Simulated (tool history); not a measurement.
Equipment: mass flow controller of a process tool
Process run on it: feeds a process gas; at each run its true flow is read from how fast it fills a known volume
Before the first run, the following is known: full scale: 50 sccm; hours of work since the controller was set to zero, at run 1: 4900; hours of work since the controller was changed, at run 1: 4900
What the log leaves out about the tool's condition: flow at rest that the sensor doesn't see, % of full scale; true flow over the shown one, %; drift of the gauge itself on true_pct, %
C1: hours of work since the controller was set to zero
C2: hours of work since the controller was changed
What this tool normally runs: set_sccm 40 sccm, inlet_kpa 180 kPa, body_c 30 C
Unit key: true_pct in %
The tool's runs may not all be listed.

run 1 day=0.000 | set_sccm=40 inlet_kpa=180 body_c=30 | C1=4900 C2=4900 | true_pct=98.11
run 2 day=14.304 | set_sccm=40 inlet_kpa=180 body_c=35 | C1=5064 C2=5064 | true_pct=98.35
run 3 day=26.192 | set_sccm=40 inlet_kpa=180 body_c=30 | C1=5201 C2=5201 | true_pct=97.93
run 4 day=37.804 | set_sccm=40 inlet_kpa=180 body_c=30 | C1=5335 C2=5335 | true_pct=97.83
run 5 day=51.279 | set_sccm=40 inlet_kpa=180 body_c=28 | C1=5490 C2=5490 | true_pct=97.60
run 6 day=59.638 | set_sccm=40 inlet_kpa=180 body_c=28 | C1=5586 C2=5586 | true_pct=97.65
run 7 day=71.746 | set_sccm=40 inlet_kpa=180 body_c=21 | C1=5725 C2=5725 | true_pct=96.99
run 8 day=78.879 | set_sccm=40 inlet_kpa=180 body_c=21 | C1=5807 C2=5807 | true_pct=97.02
run 9 day=92.879 | set_sccm=32 inlet_kpa=180 body_c=30 | C1=5968 C2=5968 | true_pct=96.85
run 10 day=101.242 | set_sccm=32 inlet_kpa=180 body_c=30 | C1=6064 C2=6064 | true_pct=96.86
run 11 day=114.304 | set_sccm=32 inlet_kpa=180 body_c=30 | C1=6214 C2=6214 | true_pct=96.69
run 12 day=131.817 | set_sccm=32 inlet_kpa=261 body_c=30 | C1=6416 C2=6416 | true_pct=96.72
run 13 day=142.233 | set_sccm=7 inlet_kpa=184 body_c=29 | C1=6536 C2=6536 | true_pct=87.51
run 14 day=154.962 | set_sccm=7 inlet_kpa=184 body_c=29 | C1=6682 C2=6682 | true_pct=87.35
run 15 day=166.446 | set_sccm=28 inlet_kpa=180 body_c=29 | C1=6814 C2=6814 | true_pct=95.99
run 16 day=178.129 | set_sccm=21 inlet_kpa=180 body_c=29 | C1=6948 C2=6948 | true_pct=94.52
-- day=181.192 controller's zero set anew
run 17 day=188.579 | set_sccm=40 inlet_kpa=180 body_c=20 | C1=85 C2=7068 | true_pct=98.07
run 18 day=201.596 | set_sccm=14 inlet_kpa=262 body_c=26 | C1=235 C2=7218 | true_pct=97.24
run 19 day=212.200 | set_sccm=40 inlet_kpa=180 body_c=32 | C1=357 C2=7340 | true_pct=99.19
run 20 day=228.546 | set_sccm=40 inlet_kpa=180 body_c=34 | C1=545 C2=7528 | true_pct=99.22
run 21 day=241.658 | set_sccm=40 inlet_kpa=180 body_c=34 | C1=695 C2=7679 | true_pct=99.25
run 22 day=258.446 | set_sccm=40 inlet_kpa=180 body_c=34 | C1=888 C2=7872 | true_pct=99.17

Across each entry between runs, compare the hidden state at the last listed run before it with the hidden state at the first listed run after it:
Logged between run 16 and run 17: controller's zero set anew (day 181.192)
  flow at rest that the sensor doesn't see, % of full scale: -1.453 -> -0.047; true flow over the shown one, %: -0.73 -> -0.75
  what was measured, less what the result would be without the hidden state, true_pct: -4.19 -> -0.80 %
